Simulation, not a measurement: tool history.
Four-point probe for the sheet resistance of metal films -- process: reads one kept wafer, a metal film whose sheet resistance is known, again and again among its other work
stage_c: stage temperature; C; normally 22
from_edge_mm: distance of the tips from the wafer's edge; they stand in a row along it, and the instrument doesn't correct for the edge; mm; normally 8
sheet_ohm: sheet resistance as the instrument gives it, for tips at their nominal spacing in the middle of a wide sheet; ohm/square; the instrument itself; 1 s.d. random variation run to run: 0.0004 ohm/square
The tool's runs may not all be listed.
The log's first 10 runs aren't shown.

| run | hour | stage_c | from_edge_mm | touches since the probe head was changed | hours of work since the stage's thermometer was calibrated | sheet_ohm |
|---|---|---|---|---|---|---|
| 11 | 532.7 | 22 | 13 | 32008 | 1475 | 1.991160 |
| 12 | 568.1 | 22 | 8 | 32643 | 1498 | 2.001521 |
| 13 | 631.6 | 22 | 8 | 33781 | 1541 | 2.002104 |
| 14 | 678.7 | 22 | 8 | 34626 | 1572 | 2.001430 |
| 15 | 746.3 | 22 | 8 | 35839 | 1617 | 2.002003 |
| 16 | 806.5 | 19 | 8 | 36918 | 1657 | 2.001716 |
| 17 | 873.3 | 19 | 8 | 38116 | 1702 | 2.002149 |
| 18 | 937.8 | 32 | 8 | 39272 | 1745 | 2.001707 |
| 19 | 1004.0 | 32 | 8 | 40459 | 1789 | 2.002508 |
| 20 | 1064.3 | 32 | 3 | 41540 | 1829 | 2.096996 |
| 21 | 1139.9 | 32 | 3 | 42896 | 1880 | 2.098562 |
| 22 | 1198.6 | 32 | 3 | 43950 | 1919 | 2.098561 |
| 23 | 1232.7 | 32 | 3 | 44561 | 1942 | 2.099052 |
| 24 | 1269.2 | 24 | 10 | 45215 | 1966 | 1.997848 |
| 25 | 1306.2 | 24 | 10 | 45879 | 1991 | 1.998213 |
| 26 | 1368.1 | 20 | 15 | 46988 | 2032 | 1.991804 |
|  | 1386.1 | stage's thermometer calibrated |
| 27 | 1412.9 | 31 | 25 | 47784 | 18 | 1.988479 |
| 28 | 1463.3 | 24 | 6 | 48686 | 52 | 2.014837 |

Estimate the outcome of run 29 from the log above:
| 29 | 1498.8 | 27 | 3 | 49323 | 75 | ? |

Run 29 yielded sheet_ohm 2.097903 ohm/square.
Take away the tool's hidden state, keep the run-to-run variation as it was, and the same run would have given sheet_ohm 2.088657 ohm/square.
